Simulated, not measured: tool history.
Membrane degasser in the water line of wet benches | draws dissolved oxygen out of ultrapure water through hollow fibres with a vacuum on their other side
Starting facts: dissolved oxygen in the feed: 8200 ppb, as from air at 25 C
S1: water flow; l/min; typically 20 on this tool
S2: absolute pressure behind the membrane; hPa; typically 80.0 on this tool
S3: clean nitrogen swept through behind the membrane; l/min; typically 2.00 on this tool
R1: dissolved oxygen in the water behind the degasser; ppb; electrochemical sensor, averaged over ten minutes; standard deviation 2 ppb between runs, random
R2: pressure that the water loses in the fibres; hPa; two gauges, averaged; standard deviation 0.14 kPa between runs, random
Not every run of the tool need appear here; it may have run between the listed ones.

run,hour,S1,S2,S3,R1,R2
1,0.0,20,80.0,2.00,298.6,584.5
2,47.1,20,80.0,5.28,229.4,579.9
3,138.1,20,80.0,5.28,229.4,581.2
4,184.4,20,56.6,5.28,209.7,581.4
5,273.0,20,56.6,5.28,208.4,580.6
6,353.2,20,56.6,5.28,209.8,579.4
7,412.9,20,56.6,5.28,208.2,583.1
8,470.4,20,56.6,5.28,205.4,584.7
9,567.1,20,56.6,5.28,210.7,580.4
10,628.0,20,56.6,5.28,207.5,585.0
11,682.5,20,56.6,5.28,210.1,581.8
12,758.9,20,80.0,2.00,297.9,582.6
13,861.6,20,80.0,2.00,303.4,584.0
14,934.1,20,80.0,2.00,300.7,581.5
15,978.8,20,80.0,2.00,300.9,581.8
16,1040.6,20,80.0,2.00,302.2,584.2
17,1105.4,20,80.0,2.78,269.7,583.9
18,1208.8,23,80.0,2.36,365.6,668.8
19,1292.1,23,80.0,2.36,361.4,671.5
20,1393.0,21,133.8,2.08,441.0,613.8
21,1501.5,21,133.8,2.08,442.7,613.5
22,1556.6,21,67.3,4.82,249.8,613.6
# hour 1564.6: vacuum gauge calibrated
23,1610.7,21,67.3,4.82,248.1,615.8
24,1706.3,18,67.3,1.03,294.8,523.7
25,1811.0,18,67.3,1.03,294.5,525.2
26,1856.6,31,71.7,1.03,696.8,906.7
# hour 1862.0: vacuum gauge calibrated, once more
27,1912.1,20,98.7,2.00,337.5,585.4
28,2012.3,20,98.7,2.00,338.4,586.9
29,2055.7,20,179.1,2.00,508.5,584.5
30,2099.4,20,179.1,2.00,510.6,589.0
31,2206.2,20,179.1,2.00,524.5,584.3
32,2273.0,20,179.1,2.00,512.2,583.8
33,2332.8,24,163.1,1.71,665.9,702.8

Below, some changes in R1 between adjacent runs. For each, the amount present without the hidden state too (settings, incoming material, random variation) and the amount remaining for the hidden state with gauge scatter not shared by both compared results:
What the log doesn't record here: membrane still open, %; true pressure behind the membrane over the reading, kPa; air that leaks in behind the membrane, l/min; drift of the gauge itself on oxygen_ppb, %; drift of the gauge itself on loss_of_pressure_kpa, %.
Run 21 -> 22: S2 133.8 -> 67.3, S3 2.08 -> 4.82. R1 -192.9 ppb: hidden state -4.9, all else -188.0.
Run 23 -> 24: S1 21 -> 18, S3 4.82 -> 1.03. R1 +46.7 ppb: hidden state +9.9, all else +36.8.
Run 25 -> 26: S1 18 -> 31, S2 67.3 -> 71.7. R1 +402.3 ppb: hidden state +11.0, all else +391.3.
Run 26 -> 27: S1 31 -> 20, S2 71.7 -> 98.7, S3 1.03 -> 2.00, vacuum gauge calibrated, once more. R1 -359.3 ppb: hidden state -23.2, all else -336.1.
